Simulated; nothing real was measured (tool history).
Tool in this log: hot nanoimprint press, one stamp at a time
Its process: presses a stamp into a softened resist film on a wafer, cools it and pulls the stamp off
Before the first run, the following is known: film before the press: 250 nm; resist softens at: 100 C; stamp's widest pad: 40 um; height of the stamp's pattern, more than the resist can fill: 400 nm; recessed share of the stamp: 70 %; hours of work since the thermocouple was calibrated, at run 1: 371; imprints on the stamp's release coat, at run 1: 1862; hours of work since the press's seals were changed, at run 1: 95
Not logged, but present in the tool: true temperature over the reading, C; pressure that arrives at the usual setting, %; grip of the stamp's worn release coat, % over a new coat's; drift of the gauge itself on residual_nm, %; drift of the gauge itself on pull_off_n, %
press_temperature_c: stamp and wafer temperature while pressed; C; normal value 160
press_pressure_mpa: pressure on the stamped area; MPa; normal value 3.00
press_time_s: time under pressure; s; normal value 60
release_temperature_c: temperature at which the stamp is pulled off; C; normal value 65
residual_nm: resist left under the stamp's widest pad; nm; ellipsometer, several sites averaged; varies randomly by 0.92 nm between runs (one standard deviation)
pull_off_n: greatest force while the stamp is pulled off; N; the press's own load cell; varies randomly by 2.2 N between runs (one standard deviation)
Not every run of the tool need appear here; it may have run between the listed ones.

run   hour  press_temperature_c  press_pressure_mpa  press_time_s  release_temperature_c  hours of work since the thermocouple was calibrated  imprints on the stamp's release coat  hours of work since the press's seals were changed  residual_nm  pull_off_n
  1    0.0                  160                3.00            60                     65                                                  371                                  1862                                                  95        137.7         149
  2   13.1                  160                3.00            60                     65                                                  376                                  1905                                                 101        136.4         149
  3   21.5                  160                2.27            60                     65                                                  380                                  1933                                                 104        152.3         158
  4   35.5                  160                3.00            60                     65                                                  386                                  1979                                                 110        138.9         155
  5   52.5                  160                3.00            60                     65                                                  393                                  2034                                                 118        138.5         153
  6   63.0                  160                3.00            60                     65                                                  397                                  2069                                                 122        139.0         154
      67.2  -- plate thermocouple calibrated
  7   78.2                  160                3.00            60                     65                                                    5                                  2109                                                 127        147.0         164
  8   91.3                  160                3.00            60                     65                                                   10                                  2152                                                 133        146.1         164
  9  109.3                  160                2.44            60                     65                                                   18                                  2211                                                 140        157.3         162
     121.2  -- plate thermocouple calibrated, once more
 10  122.6                  160                2.44            60                     65                                                    1                                  2245                                                 145        140.3         162
 11  133.0                  160                4.78            60                     65                                                    5                                  2279                                                 149        108.1         160
 12  142.6                  160                4.78            60                     65                                                    9                                  2310                                                 153        108.1         160
 13  155.7                  160                3.00            32                     65                                                   15                                  2353                                                 159        159.1         165
 14  169.3                  160                3.00            32                     65                                                   20                                  2398                                                 165        161.7         170
     178.3  -- stamp cleaned and given a new release coat
 15  184.3                  160                3.00            32                     65                                                   24                                    20                                                 168        161.3          96
 16  196.1                  160                3.00            32                     65                                                   29                                    58                                                 174        160.2          97
 17  204.6                  160                3.00            32                     65                                                   33                                    86                                                 177        160.2          97
 18  218.4                  153                2.11            98                     53                                                   39                                   131                                                 183        167.0         116
 19  233.6                  157                2.11            98                     53                                                   45                                   181                                                 189        144.4         116
 20  243.5                  157                2.11            98                     53                                                   49                                   214                                                 194        143.4         119
 21  260.7                  157                2.11            98                     53                                                   57                                   270                                                 201        145.5         124
 22  273.5                  148                3.00            60                     69                                                   62                                   312                                                 206        201.9         101
 23  284.0                  148                3.00            60                     69                                                   67                                   347                                                 211        203.3         100
 24  293.3                  160                4.26            60                     65                                                   71                                   377                                                 215        114.5         106
 25  305.3                  160                2.54            60                     63                                                   76                                   416                                                 220        141.3         109
 26  321.4                  160                2.54            60                     63                                                   83                                   469                                                 227        141.0         112
 27  335.4                  160                2.54            60                     63                                                   89                                   515                                                 233        141.5         114
 28  343.3                  160                2.54            60                     63                                                   92                                   541                                                 236        142.3         114
 29  353.5                  160                2.52            60                     63                                                   96                                   575                                                 240        141.8         114

Here are 4 independent what-if runs from the current tool condition. What would each one return?
  A  363.1                  160                3.00           109                     67                                                  100                                   606                                                 244            ?           ?
  B  363.1                  166                1.95            84                     65                                                  100                                   606                                                 244            ?           ?
  C  363.1                  160                3.47            78                     56                                                  100                                   606                                                 244            ?           ?
  D  363.1                  155                3.00            60                     53                                                  100                                   606                                                 244            ?           ?

run  residual_nm  pull_off_n
  A        105.6         110
  B        105.3         113
  C        114.8         122
  D        163.3         131
Without the tool's hidden state the same runs would have given:
run  residual_nm  pull_off_n
  A        101.0          93
  B        101.3          95
  C        109.8         103
  D        157.8         111
